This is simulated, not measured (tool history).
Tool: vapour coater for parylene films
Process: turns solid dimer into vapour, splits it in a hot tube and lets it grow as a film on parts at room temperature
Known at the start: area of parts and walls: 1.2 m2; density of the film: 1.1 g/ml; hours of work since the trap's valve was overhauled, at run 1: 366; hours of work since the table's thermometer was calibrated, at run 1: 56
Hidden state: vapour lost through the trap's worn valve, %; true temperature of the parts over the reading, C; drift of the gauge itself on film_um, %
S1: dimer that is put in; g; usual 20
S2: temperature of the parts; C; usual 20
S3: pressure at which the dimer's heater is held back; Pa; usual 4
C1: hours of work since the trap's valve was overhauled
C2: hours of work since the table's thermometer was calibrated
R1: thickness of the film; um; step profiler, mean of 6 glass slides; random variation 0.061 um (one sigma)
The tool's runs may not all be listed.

run,hour,S1,S2,S3,C1,C2,R1
1,0,20,20,4,366,56,9.74
2,56.3,20,20,4,404,93,9.74
3,119.1,20,20,4,446,136,9.63
4,184.7,20,20,4,490,180,9.51
5,220.8,20,20,10.2,514,204,8.29
# hour 253.7: trap's valve overhauled
6,279.9,20,20,10.2,18,241,9.22
7,326.5,20,20,10.2,49,272,9.08
8,365.2,20,14,4,75,298,12.74
9,413.9,20,14,4,108,331,12.73
10,469.7,20,14,2.17,145,369,13.82
11,529.4,20,14,2.17,185,409,13.61
12,608.1,20,16,4,238,462,11.59
13,692.3,34,20,4,295,518,16.96
14,769.4,20,20,3.18,346,570,10.18

Run 15 comes next. What will it give?
15,849.8,20,29,6.94,401,624,?

Run 15 gave R1 6.55 um.
Without the tool's hidden state the same run would have given R1 7.15 um.
